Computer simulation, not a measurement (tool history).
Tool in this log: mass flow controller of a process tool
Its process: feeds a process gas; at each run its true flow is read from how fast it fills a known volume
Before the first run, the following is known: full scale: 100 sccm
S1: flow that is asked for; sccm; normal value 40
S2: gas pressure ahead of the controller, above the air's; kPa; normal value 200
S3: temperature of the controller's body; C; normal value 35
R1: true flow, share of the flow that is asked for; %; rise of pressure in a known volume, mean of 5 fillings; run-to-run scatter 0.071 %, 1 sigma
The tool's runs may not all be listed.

run	hour	S1	S2	S3	R1
1	0.0	40	200	35	99.40
2	281.8	40	200	35	99.46
3	627.0	34	200	35	99.38
4	889.1	40	200	35	99.74
5	1233.0	40	200	26	98.67
6	1441.9	78	200	35	100.96
7	1724.8	16	200	35	99.35
8	1930.0	40	200	35	100.02
9	2183.8	40	200	35	100.02
10	2482.4	40	200	35	100.38
11	2843.6	40	200	35	100.24
12	3060.3	71	229	35	101.43
13	3416.5	40	208	27	99.65
14	3808.6	67	158	25	100.06
15	4010.3	35	158	40	100.86

What if the next run were any one of these 3? Each begins from the tool's condition after run 15:
A	4271.3	40	200	24	?
B	4271.3	22	147	24	?
C	4271.3	24	215	23	?

run	R1
A	99.46
B	98.82
C	99.07
The same runs, with their run-to-run variation unchanged, on a tool lacking any hidden condition would have given:
run	R1
A	98.15
B	97.54
C	97.78

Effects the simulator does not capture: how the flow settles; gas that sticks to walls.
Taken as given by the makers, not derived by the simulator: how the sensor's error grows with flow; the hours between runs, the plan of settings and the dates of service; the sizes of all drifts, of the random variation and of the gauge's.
